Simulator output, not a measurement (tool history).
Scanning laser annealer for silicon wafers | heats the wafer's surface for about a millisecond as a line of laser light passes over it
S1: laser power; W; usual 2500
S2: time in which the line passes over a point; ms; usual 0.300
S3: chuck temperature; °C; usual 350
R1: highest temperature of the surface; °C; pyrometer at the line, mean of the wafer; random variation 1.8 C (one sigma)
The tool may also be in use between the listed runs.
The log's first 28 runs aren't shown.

Run 29, hour 485.9: usual settings but S1 2704 W, S2 0.261 ms, S3 370 °C. Result: R1 1097 °C.
Run 30, hour 510.0: usual settings but S1 2704 W, S2 0.261 ms, S3 370 °C. Result: R1 1095 °C.
Run 31, hour 534.7: usual settings but S2 0.263 ms. Result: R1 1012 °C.
Run 32, hour 553.6: usual settings but S1 2211 W, S2 0.293 ms, S3 360 °C. Result: R1 969 °C.
Run 33, hour 577.5: usual settings but S1 2211 W, S2 0.293 ms, S3 360 °C. Result: R1 967 °C.
Run 34, hour 599.9: usual settings but S1 2144 W, S2 0.275 ms. Result: R1 911 °C.
Run 35, hour 618.6: usual settings but S1 2141 W, S2 0.267 ms. Result: R1 903 °C.
Run 36, hour 633.2: usual settings but S1 2141 W, S2 0.267 ms. Result: R1 901 °C.
Run 37, hour 650.6: usual settings but S2 0.239 ms. Result: R1 972 °C.
Run 38, hour 666.3: usual settings but S2 0.239 ms. Result: R1 971 °C.
Run 39, hour 690.2: usual settings but S2 0.337 ms. Result: R1 1109 °C.
Run 40, hour 705.4: usual settings but S1 2218 W, S2 0.326 ms, S3 313 °C. Result: R1 955 °C.

5 ways to go on from here, each from the tool as it stands after run 40. What would each give?
Run A, hour 728.1: usual settings but S1 2392 W, S2 0.219 ms. Result: R1 ?.
Run B, hour 728.1: usual settings but S2 0.297 ms, S3 349 °C. Result: R1 ?.
Run C, hour 728.1: usual settings but S2 0.279 ms. Result: R1 ?.
Run D, hour 728.1: usual settings but S1 2218 W, S2 0.343 ms, S3 313 °C. Result: R1 ?.
Run E, hour 728.1: usual settings but S1 2350 W, S2 0.211 ms. Result: R1 ?.

run    R1
  A   909
  B  1050
  C  1028
  D   972
  E   881
Without the tool's hidden state the same runs would have given:
run    R1
  A   929
  B  1074
  C  1051
  D   995
  E   899
